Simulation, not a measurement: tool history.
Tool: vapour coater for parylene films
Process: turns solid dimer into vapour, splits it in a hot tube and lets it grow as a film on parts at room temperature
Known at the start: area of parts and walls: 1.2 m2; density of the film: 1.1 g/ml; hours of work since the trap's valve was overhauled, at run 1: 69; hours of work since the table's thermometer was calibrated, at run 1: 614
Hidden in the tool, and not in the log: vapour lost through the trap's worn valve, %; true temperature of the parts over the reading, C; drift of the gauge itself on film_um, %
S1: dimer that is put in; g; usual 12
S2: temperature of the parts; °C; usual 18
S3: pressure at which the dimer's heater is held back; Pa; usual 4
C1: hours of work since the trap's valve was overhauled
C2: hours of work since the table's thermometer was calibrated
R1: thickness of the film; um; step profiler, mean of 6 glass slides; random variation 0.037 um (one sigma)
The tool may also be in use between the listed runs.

run   hour  S1  S2  S3   C1   C2    R1
  1    0.0  12  18   4   69  614  4.73
  2   33.4  12  20   4   89  634  4.33
  3   48.6  12  20   4   98  643  4.32
  4   65.5  21  20   4  108  653  7.62
  5  102.2  21  20   4  130  675  7.61
  6  121.2  21  20   4  142  687  7.83
  7  157.0  21  20   4  163  708  7.64
  8  193.5  21  20   4  185  730  7.60

Forecast run 9:
  9  222.2  21  20   4  202  747   ?

R1: 7.64 um
Without the tool's hidden state the same run would have given R1 7.65 um.

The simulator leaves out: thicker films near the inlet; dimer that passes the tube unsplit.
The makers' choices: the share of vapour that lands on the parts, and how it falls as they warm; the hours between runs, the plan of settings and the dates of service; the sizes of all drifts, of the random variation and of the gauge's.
